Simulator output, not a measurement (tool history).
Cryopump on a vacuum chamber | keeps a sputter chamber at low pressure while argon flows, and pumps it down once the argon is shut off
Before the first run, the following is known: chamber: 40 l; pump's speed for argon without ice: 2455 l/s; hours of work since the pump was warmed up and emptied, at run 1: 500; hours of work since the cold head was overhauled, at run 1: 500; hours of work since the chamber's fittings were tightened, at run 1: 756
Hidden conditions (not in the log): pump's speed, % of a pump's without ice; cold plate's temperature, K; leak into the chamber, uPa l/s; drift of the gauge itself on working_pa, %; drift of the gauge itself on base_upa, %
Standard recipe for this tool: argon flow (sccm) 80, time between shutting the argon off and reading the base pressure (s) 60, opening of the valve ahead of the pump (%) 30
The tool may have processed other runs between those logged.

run,hour,argon flow (sccm),time between shutting the argon off and reading the base pressure (s),opening of the valve ahead of the pump (%),hours of work since the pump was warmed up and emptied,hours of work since the cold head was overhauled,hours of work since the chamber's fittings were tightened,pressure while argon flows (Pa),pressure after the wait (uPa)
1,0,80,60,30,500,500,756,0.1994,2.1
2,12.1,80,60,59,510,510,767,0.1106,2.12
3,20.7,49,60,30,518,518,775,0.1235,2.09
4,36.2,126,60,30,532,532,788,0.3179,2.18
5,44.2,126,60,30,539,539,795,0.32,2.16
6,56.2,126,60,30,549,549,806,0.3221,2.17
# hour 62.2: pump warmed up, emptied and cooled again
7,78.5,126,60,30,14,565,821,0.2905,1.84
8,89.2,80,87,30,24,574,831,0.185,1.74
9,99.7,80,87,30,33,584,840,0.1856,1.71
10,110,80,87,30,42,593,849,0.1858,1.71
11,123.2,80,87,30,54,604,861,0.185,1.75
12,139.6,66,23,30,69,619,876,0.1533,2.88
13,158.3,48,21,57,85,636,892,0.0607,3.05
14,174.1,48,21,57,99,650,906,0.0606,3.05
15,191.4,48,21,57,115,665,921,0.0609,3.07
16,205.2,48,21,57,127,677,934,0.0609,3.11
17,217.3,35,156,59,138,688,944,0.0423,1.71
18,230.6,83,132,30,149,700,956,0.1975,1.82
19,249.3,46,60,30,166,716,973,0.1092,2.1
20,269.1,38,127,42,183,734,990,0.0644,1.86
21,284,38,251,42,197,747,1004,0.0651,1.74
22,296.9,123,202,47,208,758,1015,0.1909,1.89

Subtracting, for every run, the result it would have given without the tool's unlogged condition from the measured result gives the following. The same run-to-run variation enters both numbers; the gauge's scatter may not:
run,pressure while argon flows (Pa),pressure after the wait (uPa)
1,+0.0173,+1.38
2,+0.0178,+1.41
3,+0.0111,+1.43
4,+0.0294,+1.45
5,+0.0302,+1.47
6,+0.0313,+1.49
7,+0.0018,+1.14
8,+0.0015,+1.18
9,+0.0017,+1.17
10,+0.0019,+1.2
11,+0.0023,+1.22
12,+0.0023,+1.24
13,+0.002,+1.27
14,+0.0021,+1.3
15,+0.0024,+1.31
16,+0.0026,+1.34
17,+0.002,+1.39
18,+0.0054,+1.42
19,+0.0033,+1.43
20,+0.003,+1.49
21,+0.0031,+1.49
22,+0.0108,+1.57
